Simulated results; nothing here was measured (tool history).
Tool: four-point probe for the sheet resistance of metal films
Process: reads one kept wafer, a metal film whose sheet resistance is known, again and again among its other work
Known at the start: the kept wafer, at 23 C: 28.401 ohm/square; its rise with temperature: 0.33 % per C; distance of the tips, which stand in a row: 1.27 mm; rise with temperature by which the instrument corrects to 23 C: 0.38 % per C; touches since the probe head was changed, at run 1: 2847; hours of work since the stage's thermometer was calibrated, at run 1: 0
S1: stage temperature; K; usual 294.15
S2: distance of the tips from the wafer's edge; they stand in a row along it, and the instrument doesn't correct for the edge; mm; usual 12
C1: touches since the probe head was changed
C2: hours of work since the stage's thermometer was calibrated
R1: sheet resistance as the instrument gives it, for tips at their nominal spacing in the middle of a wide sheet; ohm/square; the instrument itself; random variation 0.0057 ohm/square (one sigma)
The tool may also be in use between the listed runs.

Run 1, hour 0: usual settings; C1 2847; C2 0. Result: R1 28.623096 ohm/square.
Run 2, hour 32.4: usual settings; C1 3484; C2 19. Result: R1 28.621054 ohm/square.
Run 3, hour 54.8: usual settings; C1 3924; C2 31. Result: R1 28.628589 ohm/square.
Run 4, hour 72.3: usual settings; C1 4267; C2 41. Result: R1 28.609783 ohm/square.
Run 5, hour 89.4: usual settings but S2 72 mm; C1 4603; C2 51. Result: R1 28.458473 ohm/square.
Run 6, hour 126.7: usual settings but S2 46 mm; C1 5335; C2 72. Result: R1 28.473735 ohm/square.
Run 7, hour 152.7: usual settings but S1 295.15 K; C1 5846; C2 87. Result: R1 28.614949 ohm/square.
Run 8, hour 188.7: usual settings but S1 295.15 K; C1 6553; C2 108. Result: R1 28.608116 ohm/square.
Run 9, hour 219: usual settings; C1 7149; C2 125. Result: R1 28.627333 ohm/square.
Run 10, hour 249.2: usual settings but S1 297.15 K; C1 7742; C2 143. Result: R1 28.592348 ohm/square.
Run 11, hour 265.6: usual settings; C1 8065; C2 152. Result: R1 28.621662 ohm/square.
Run 12, hour 298.3: usual settings; C1 8707; C2 171. Result: R1 28.627585 ohm/square.
Run 13, hour 333.7: usual settings; C1 9403; C2 191. Result: R1 28.62581 ohm/square.
Run 14, hour 354.3: usual settings; C1 9808; C2 203. Result: R1 28.632904 ohm/square.
Run 15, hour 381.1: usual settings; C1 10335; C2 218. Result: R1 28.630476 ohm/square.
Run 16, hour 407.6: usual settings but S1 297.15 K; C1 10854; C2 233. Result: R1 28.584198 ohm/square.
Run 17, hour 428.4: usual settings but S1 297.15 K; C1 11264; C2 245. Result: R1 28.59509 ohm/square.
Run 18, hour 449: usual settings; C1 11668; C2 257. Result: R1 28.628338 ohm/square.
Run 19, hour 479: usual settings; C1 12258; C2 274. Result: R1 28.620435 ohm/square.
Run 20, hour 514.8: usual settings; C1 12962; C2 294. Result: R1 28.623423 ohm/square.
Run 21, hour 537: usual settings; C1 13398; C2 307. Result: R1 28.628458 ohm/square.
Run 22, hour 570.3: usual settings; C1 14052; C2 326. Result: R1 28.626412 ohm/square.
Run 23, hour 599.4: usual settings but S1 301.15 K; C1 14623; C2 343. Result: R1 28.52914 ohm/square.
Run 24, hour 619.8: usual settings but S1 301.15 K; C1 15024; C2 355. Result: R1 28.519726 ohm/square.
Run 25, hour 641.9: usual settings but S1 293.15 K, S2 44 mm; C1 15459; C2 367. Result: R1 28.478384 ohm/square.
Run 26, hour 664: usual settings but S1 291.15 K, S2 7 mm; C1 15892; C2 380. Result: R1 28.988947 ohm/square.
Run 27, hour 696.2: usual settings but S1 302.15 K, S2 5 mm; C1 16525; C2 398. Result: R1 29.29858 ohm/square.
Run 28, hour 728.4: usual settings but S2 10 mm; C1 17159; C2 417. Result: R1 28.706173 ohm/square.
Run 29, hour 750.7: usual settings but S1 295.15 K, S2 3 mm; C1 17596; C2 429. Result: R1 30.913996 ohm/square.
Run 30, hour 788: usual settings but S1 304.15 K; C1 18328; C2 451. Result: R1 28.495659 ohm/square.
Run 31, hour 812.1: usual settings but S1 304.15 K; C1 18803; C2 465. Result: R1 28.481109 ohm/square.
Run 32, hour 845.6: usual settings but S1 300.15 K, S2 15 mm; C1 19461; C2 484. Result: R1 28.48663 ohm/square.
Run 33, hour 871.7: usual settings but S1 304.15 K, S2 11 mm; C1 19974; C2 499. Result: R1 28.519654 ohm/square.
Run 34, hour 908: usual settings but S1 304.15 K, S2 11 mm; C1 20687; C2 519. Result: R1 28.526134 ohm/square.
Run 35, hour 943.8: usual settings but S1 304.15 K, S2 44 mm; C1 21390; C2 540. Result: R1 28.329713 ohm/square.
Run 36, hour 960: usual settings but S1 292.15 K, S2 10 mm; C1 21708; C2 549. Result: R1 28.731093 ohm/square.
Run 37, hour 996.6: usual settings but S1 296.15 K, S2 60 mm; C1 22427; C2 570. Result: R1 28.42186 ohm/square.
Run 38, hour 1016.5: usual settings but S1 296.15 K, S2 60 mm; C1 22819; C2 581. Result: R1 28.435849 ohm/square.
Run 39, hour 1038.5: usual settings but S1 302.15 K, S2 62 mm; C1 23250; C2 594. Result: R1 28.352074 ohm/square.
Run 40, hour 1062.4: usual settings but S1 302.15 K, S2 62 mm; C1 23720; C2 608. Result: R1 28.352923 ohm/square.
Run 41, hour 1080: usual settings but S1 302.15 K, S2 62 mm; C1 24065; C2 618. Result: R1 28.344592 ohm/square.
Run 42, hour 1114.9: usual settings but S1 302.15 K, S2 62 mm; C1 24752; C2 638. Result: R1 28.354165 ohm/square.
Run 43, hour 1141.5: usual settings but S1 302.15 K, S2 62 mm; C1 25274; C2 653. Result: R1 28.360522 ohm/square.
Run 44, hour 1175.3: usual settings but S1 302.15 K, S2 62 mm; C1 25939; C2 672. Result: R1 28.353456 ohm/square.
Run 45, hour 1192.2: usual settings but S1 299.15 K, S2 14 mm; C1 26270; C2 682. Result: R1 28.509252 ohm/square.

3 ways to go on from here, each from the tool as it stands after run 45. What would each give?
Run A, hour 1208: usual settings but S1 308.15 K, S2 11 mm; C1 26582; C2 691. Result: R1 ?.
Run B, hour 1208: usual settings but S2 14 mm; C1 26582; C2 691. Result: R1 ?.
Run C, hour 1208: usual settings but S2 14 mm; C1 26582; C2 691. Result: R1 ?.

run         R1
  A  28.467162
  B  28.579075
  C  28.578552
Without the tool's hidden state the same runs would have given:
run         R1
  A  28.443125
  B   28.55615
  C  28.555627
